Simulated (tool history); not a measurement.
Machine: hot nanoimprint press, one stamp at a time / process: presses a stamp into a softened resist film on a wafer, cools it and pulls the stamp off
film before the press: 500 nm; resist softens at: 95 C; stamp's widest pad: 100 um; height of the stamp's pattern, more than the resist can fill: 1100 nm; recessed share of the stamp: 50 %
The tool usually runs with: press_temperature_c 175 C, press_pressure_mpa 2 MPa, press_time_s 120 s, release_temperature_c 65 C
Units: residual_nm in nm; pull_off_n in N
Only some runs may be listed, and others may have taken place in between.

run 1 day=0 | press_temperature_c=175 press_pressure_mpa=2 press_time_s=120 release_temperature_c=65 | residual_nm=259.3 pull_off_n=248
run 2 day=0.458 | press_temperature_c=175 press_pressure_mpa=2 press_time_s=120 release_temperature_c=65 | residual_nm=261.7 pull_off_n=242
run 3 day=1 | press_temperature_c=175 press_pressure_mpa=2 press_time_s=120 release_temperature_c=65 | residual_nm=260.3 pull_off_n=260
run 4 day=1.542 | press_temperature_c=175 press_pressure_mpa=2 press_time_s=120 release_temperature_c=65 | residual_nm=260.6 pull_off_n=257
run 5 day=2.121 | press_temperature_c=175 press_pressure_mpa=2 press_time_s=120 release_temperature_c=65 | residual_nm=258.3 pull_off_n=249
run 6 day=2.679 | press_temperature_c=175 press_pressure_mpa=1.26 press_time_s=120 release_temperature_c=65 | residual_nm=308 pull_off_n=261
run 7 day=3.221 | press_temperature_c=175 press_pressure_mpa=1.26 press_time_s=120 release_temperature_c=65 | residual_nm=310.6 pull_off_n=262
run 8 day=3.742 | press_temperature_c=175 press_pressure_mpa=2 press_time_s=120 release_temperature_c=61 | residual_nm=258.7 pull_off_n=288
run 9 day=4.238 | press_temperature_c=175 press_pressure_mpa=2 press_time_s=120 release_temperature_c=65 | residual_nm=258.8 pull_off_n=258
-- day=4.404 plate thermocouple calibrated
run 10 day=4.708 | press_temperature_c=175 press_pressure_mpa=2 press_time_s=120 release_temperature_c=65 | residual_nm=262.7 pull_off_n=265
run 11 day=4.996 | press_temperature_c=175 press_pressure_mpa=2 press_time_s=113 release_temperature_c=65 | residual_nm=268.2 pull_off_n=274
run 12 day=5.404 | press_temperature_c=175 press_pressure_mpa=2 press_time_s=113 release_temperature_c=65 | residual_nm=267.1 pull_off_n=265
run 13 day=5.883 | press_temperature_c=175 press_pressure_mpa=2 press_time_s=113 release_temperature_c=65 | residual_nm=267.9 pull_off_n=262
run 14 day=6.5 | press_temperature_c=177 press_pressure_mpa=3.14 press_time_s=120 release_temperature_c=65 | residual_nm=197.1 pull_off_n=265
run 15 day=6.942 | press_temperature_c=177 press_pressure_mpa=3.14 press_time_s=120 release_temperature_c=65 | residual_nm=199.5 pull_off_n=267
-- day=7.212 plate thermocouple calibrated, once more
run 16 day=7.575 | press_temperature_c=177 press_pressure_mpa=3.14 press_time_s=120 release_temperature_c=65 | residual_nm=191.9 pull_off_n=261
run 17 day=8.138 | press_temperature_c=177 press_pressure_mpa=3.14 press_time_s=120 release_temperature_c=65 | residual_nm=192.9 pull_off_n=257
run 18 day=8.704 | press_temperature_c=177 press_pressure_mpa=3.14 press_time_s=120 release_temperature_c=65 | residual_nm=192.2 pull_off_n=269
run 19 day=8.983 | press_temperature_c=175 press_pressure_mpa=2.17 press_time_s=136 release_temperature_c=58 | residual_nm=234.7 pull_off_n=322
run 20 day=9.4 | press_temperature_c=166 press_pressure_mpa=2.86 press_time_s=70 release_temperature_c=57 | residual_nm=365.2 pull_off_n=330
run 21 day=9.679 | press_temperature_c=166 press_pressure_mpa=1.55 press_time_s=70 release_temperature_c=57 | residual_nm=419.4 pull_off_n=319

4 ways to go on from here, each from the tool as it stands after run 21. What would each give?
-- day=10.071 stamp cleaned and given a new release coat
run A day=10.333 | press_temperature_c=166 press_pressure_mpa=1.26 press_time_s=65 release_temperature_c=52 | residual_nm=? pull_off_n=?
-- day=10.071 stamp cleaned and given a new release coat
run B day=10.333 | press_temperature_c=166 press_pressure_mpa=1.55 press_time_s=136 release_temperature_c=57 | residual_nm=? pull_off_n=?
-- day=10.071 stamp cleaned and given a new release coat
run C day=10.333 | press_temperature_c=180 press_pressure_mpa=2.59 press_time_s=97 release_temperature_c=65 | residual_nm=? pull_off_n=?
-- day=10.071 stamp cleaned and given a new release coat
run D day=10.333 | press_temperature_c=166 press_pressure_mpa=1.2 press_time_s=89 release_temperature_c=54 | residual_nm=? pull_off_n=?

run=A residual_nm=436.8 pull_off_n=242
run=B residual_nm=368.7 pull_off_n=223
run=C residual_nm=204.4 pull_off_n=177
run=D residual_nm=420.7 pull_off_n=225
The same runs, with their run-to-run variation unchanged, on a tool lacking any hidden condition would have given:
run=A residual_nm=436.7 pull_off_n=242
run=B residual_nm=368.5 pull_off_n=222
run=C residual_nm=203.9 pull_off_n=176
run=D residual_nm=420.6 pull_off_n=224
